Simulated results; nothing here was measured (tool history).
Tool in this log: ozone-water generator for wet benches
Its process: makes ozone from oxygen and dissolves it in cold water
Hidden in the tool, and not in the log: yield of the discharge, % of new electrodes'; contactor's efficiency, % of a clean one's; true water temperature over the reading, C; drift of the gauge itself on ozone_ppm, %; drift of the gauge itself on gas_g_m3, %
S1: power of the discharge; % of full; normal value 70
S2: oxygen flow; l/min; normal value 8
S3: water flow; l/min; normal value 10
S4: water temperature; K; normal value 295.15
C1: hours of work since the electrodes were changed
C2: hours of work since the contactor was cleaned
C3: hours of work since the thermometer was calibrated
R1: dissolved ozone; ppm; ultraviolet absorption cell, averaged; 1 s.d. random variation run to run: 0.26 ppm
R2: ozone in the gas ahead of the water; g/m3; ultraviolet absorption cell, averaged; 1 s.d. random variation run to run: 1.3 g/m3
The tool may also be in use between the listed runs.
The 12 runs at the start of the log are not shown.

run     day  S1     S2  S3      S4    C1    C2    C3    R1     R2
 13  12.017  88      8  10  295.15  1250   986  2297  45.8  282.8
 14  13.017  70      8  10  295.15  1271  1006  2318  39.8    246
 15  14.454  70      8  10  295.15  1301  1036  2347  39.8  244.5
 16  15.212  70      8  10  295.15  1317  1052  2363  39.5  244.7
 17  16.442  70   6.43  10  295.15  1342  1077  2388  40.4  264.6
 18  17.054  84  10.24   8  298.15  1355  1090  2401  44.5  253.8
 19    17.9  61   4.45  11  291.15  1372  1107  2419  36.9  269.5
 20  18.658  70      8   9  298.15  1388  1123  2434  39.3  244.4
 21  19.762  70  10.74   9  289.15  1411  1146  2457  47.8  219.3
 22  20.542  70  10.74   9  289.15  1427  1162  2473  47.3  222.9
 23  21.383  81      8  12  295.15  1444  1179  2491  39.8  269.1
 24  22.254  78      8  10  293.15  1462  1197  2509  44.4  263.1
 25  23.638  71      8  10  291.15  1491  1226  2537  43.9  248.4

Forecast run 26:
 26  24.304  85  4.96  12  295.15  1504  1239  2551   ?   ?

R1: 40 ppm
R2: 320.9 g/m3
With the hidden condition absent and the run-to-run variation left alone, this run would have shown R1 40.1 ppm, R2 321 g/m3.
